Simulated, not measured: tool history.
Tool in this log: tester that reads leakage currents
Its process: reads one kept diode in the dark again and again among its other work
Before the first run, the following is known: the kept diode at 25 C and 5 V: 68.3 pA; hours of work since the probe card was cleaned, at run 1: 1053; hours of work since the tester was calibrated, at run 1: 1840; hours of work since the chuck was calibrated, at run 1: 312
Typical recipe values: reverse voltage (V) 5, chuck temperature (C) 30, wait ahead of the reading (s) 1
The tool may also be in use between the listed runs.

run    hour  reverse voltage (V)  chuck temperature (C)  wait ahead of the reading (s)  hours of work since the probe card was cleaned  hours of work since the tester was calibrated  hours of work since the chuck was calibrated  current that the tester gives (pA)
  1       0                    5                     30                              1                                            1053                                           1840                                           312                              107.13
  2    57.5                    5                     30                              1                                            1098                                           1885                                           356                              107.07
  3   145.5                 2.43                     30                              1                                            1165                                           1952                                           424                               78.09
  4   230.4                 2.43                     30                              1                                            1231                                           2018                                           490                                78.9
  5   297.7                    5                     30                              1                                            1283                                           2070                                           541                              109.51
  6   382.2                    5                     45                              1                                            1348                                           2135                                           607                              315.81
  7   448.1                    5                     45                              1                                            1399                                           2186                                           657                              315.44
  8   501.6                    5                     45                              1                                            1440                                           2227                                           699                              317.23
  9   571.8                    5                     45                              1                                            1494                                           2281                                           753                               318.4
 10   658.8                    5                     45                              1                                            1561                                           2348                                           820                              317.01
 11   707.9                    5                     45                              1                                            1599                                           2386                                           858                              321.13
 12   802.7                    5                     45                              1                                            1672                                           2459                                           931                              321.63
 13   864.2                    5                     31                              1                                            1719                                           2506                                           978                              122.55
 14   918.5                    5                     30                              1                                            1761                                           2548                                          1020                               115.4
 15   995.5                    5                     30                           0.64                                            1821                                           2608                                          1079                              115.74
 16  1075.6                    5                     30                              1                                            1882                                           2669                                          1141                              115.51
 17  1116.1                    5                     30                              1                                            1914                                           2701                                          1172                              116.37
 18  1165.3                    9                     30                              1                                            1951                                           2738                                          1210                               152.5
 19  1222.6                    5                     30                              1                                            1996                                           2783                                          1254                               116.7
 20  1269.5                    5                     30                              1                                            2032                                           2819                                          1290                               117.9
 21  1322.9                    5                     22                           7.15                                            2073                                           2860                                          1332                                65.7
 22  1368.9                    5                     22                           7.15                                            2108                                           2895                                          1367                               65.58
 23  1412.2                    5                     22                           7.15                                            2142                                           2929                                          1400                               66.39
 24  1496.4                    5                     22                           7.15                                            2207                                           2994                                          1465                               66.72
     1536.8  -- chuck's temperature calibrated
 25    1537                    5                     22                           7.15                                            2236                                           3023                                             0                               59.33
 26  1612.9                    5                     30                           1.12                                            2295                                           3082                                            59                              106.07
 27  1675.8                    5                     30                           1.12                                            2343                                           3130                                           107                              107.05
 28  1725.3                    5                     30                           1.12                                            2382                                           3169                                           145                              108.13
 29  1813.2                    5                     30                           1.12                                            2449                                           3236                                           213                              107.95
 30  1905.7                 1.83                     27                           3.25                                            2521                                           3308                                           284                               55.05
 31  1950.3                  1.2                     42                           0.48                                            2555                                           3342                                           319                              135.68
 32  1994.2                  1.2                     42                           0.48                                            2589                                           3376                                           353                               135.5
 33  2037.3                 2.02                     30                           0.57                                            2622                                           3409                                           386                               72.82
 34  2112.7                    5                     30                           0.36                                            2680                                           3467                                           444                              112.24
     2174.8  -- probe card cleaned and baked
 35  2174.8                 1.34                     26                           3.12                                               0                                           3513                                           489                               43.61
 36  2269.4                 9.39                     26                           3.21                                              73                                           3586                                           562                              101.35
 37  2348.5                 9.39                     26                           3.21                                             134                                           3647                                           623                              102.26
 38  2403.4                    5                     30                           7.47                                             176                                           3689                                           666                              106.08
 39  2459.9                    5                     30                           7.47                                             220                                           3732                                           709                              106.25
 40  2543.4                 6.29                     39                           1.07                                             284                                           3797                                           773                                 228

Branching from run 40: 4 alternative next runs. What would each branch give?
  A  2584.6                 4.12                     56                           1.86                                             316                                           3829                                           805                                   ?
  B  2584.6                19.13                     27                           1.02                                             316                                           3829                                           805                                   ?
  C  2584.6                 2.83                     32                           3.69                                             316                                           3829                                           805                                   ?
  D  2584.6                    5                     30                           3.71                                             316                                           3829                                           805                                   ?

run  current that the tester gives (pA)
  A                               593.8
  B                              157.26
  C                               97.67
  D                              107.36
With the hidden condition removed and each run's random variation left untouched, the same runs would have given:
run  current that the tester gives (pA)
  A                              562.96
  B                              145.47
  C                               91.76
  D                              100.52
